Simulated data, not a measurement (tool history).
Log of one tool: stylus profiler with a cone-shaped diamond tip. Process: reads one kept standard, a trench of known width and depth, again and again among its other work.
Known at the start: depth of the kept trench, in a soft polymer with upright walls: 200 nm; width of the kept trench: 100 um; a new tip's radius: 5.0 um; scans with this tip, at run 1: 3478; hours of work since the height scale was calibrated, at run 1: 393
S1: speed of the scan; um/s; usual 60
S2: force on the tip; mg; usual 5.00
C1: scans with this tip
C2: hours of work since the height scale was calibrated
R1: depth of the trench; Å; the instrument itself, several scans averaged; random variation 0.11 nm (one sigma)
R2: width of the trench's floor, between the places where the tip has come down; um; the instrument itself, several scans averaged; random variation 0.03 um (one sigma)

run,hour,S1,S2,C1,C2,R1,R2
1,0.0,60,5.00,3478,393,2050.9,96.83
2,26.8,60,5.00,3579,405,2051.0,96.82
3,64.2,60,5.00,3719,421,2050.4,96.80
4,88.4,19,5.00,3810,431,2050.8,96.93
5,120.8,19,5.00,3932,445,2052.3,96.97
6,170.2,60,5.00,4118,466,2051.1,96.78
7,197.4,60,9.73,4220,477,2081.3,96.87
8,230.4,22,5.00,4344,491,2050.1,96.89
9,260.0,60,5.00,4455,504,2050.4,96.78
10,284.9,37,5.00,4549,514,2050.4,96.91
11,335.0,37,5.00,4737,536,2050.8,96.83
12,379.5,37,5.00,4904,555,2048.2,96.78
13,410.8,37,5.00,5022,568,2050.7,96.82
# hour 415.2: height scale calibrated on a step standard
14,451.4,37,5.00,5173,15,2050.4,96.81
15,496.1,60,2.96,5341,34,2031.2,96.67
16,522.4,60,2.96,5439,46,2030.9,96.65
17,570.0,60,1.85,5618,66,2022.6,96.57
# hour 579.8: height scale calibrated on a step standard, once more
18,595.4,60,1.85,5712,7,2025.9,96.60
19,638.0,60,1.85,5872,25,2028.1,96.60
20,684.5,60,5.00,6047,45,2052.6,96.64
21,711.6,52,5.00,6149,56,2054.5,96.74
22,759.1,60,5.80,6327,76,2058.2,96.64
23,802.0,122,14.09,6489,94,2107.9,96.67
24,845.6,122,14.09,6652,113,2107.6,96.63
25,877.8,18,2.40,6773,127,2031.3,96.79
26,923.8,18,2.40,6946,146,2030.0,96.80
27,949.1,26,8.13,7041,157,2072.4,96.77
28,996.7,34,8.13,7220,177,2073.4,96.79
29,1027.6,34,8.13,7336,190,2071.9,96.74
30,1076.1,34,8.13,7518,211,2073.8,96.75
31,1109.6,146,5.00,7644,225,2049.8,96.34
32,1159.0,52,9.11,7830,246,2079.8,96.69
33,1204.3,20,4.08,8000,265,2043.8,96.79
34,1251.2,116,5.13,8177,285,2052.9,96.39
35,1283.8,116,5.13,8299,299,2052.8,96.43
36,1319.2,126,5.52,8432,314,2053.9,96.40
37,1340.9,22,9.37,8514,323,2081.0,96.74
38,1367.3,22,2.71,8613,335,2033.4,96.70
39,1396.0,141,2.71,8721,347,2030.7,96.15
40,1420.0,173,4.34,8811,357,2045.6,96.16
41,1463.4,173,4.34,8974,376,2046.8,96.10
42,1508.8,173,4.34,9145,395,2044.0,96.16
43,1549.6,31,10.78,9298,412,2085.9,96.70

How the hidden state differs across the entries between the runs, from the last listed run before each to the first after it:
Between runs 13 and 14: height scale calibrated on a step standard (hour 415.2)
  radius of the tip, um: 5.91 -> 5.94; height scale over the true one, %: -0.24 -> -0.288
  measured less the result without the state, R1: -4.9 -> -5.9 Å; R2: -0.25 -> -0.26 um
Between runs 17 and 18: height scale calibrated on a step standard, once more (hour 579.8)
  radius of the tip, um: 6.02 -> 6.03; height scale over the true one, %: -0.309 -> -0.047
  measured less the result without the state, R1: -6.2 -> -1.0 Å; R2: -0.28 -> -0.28 um
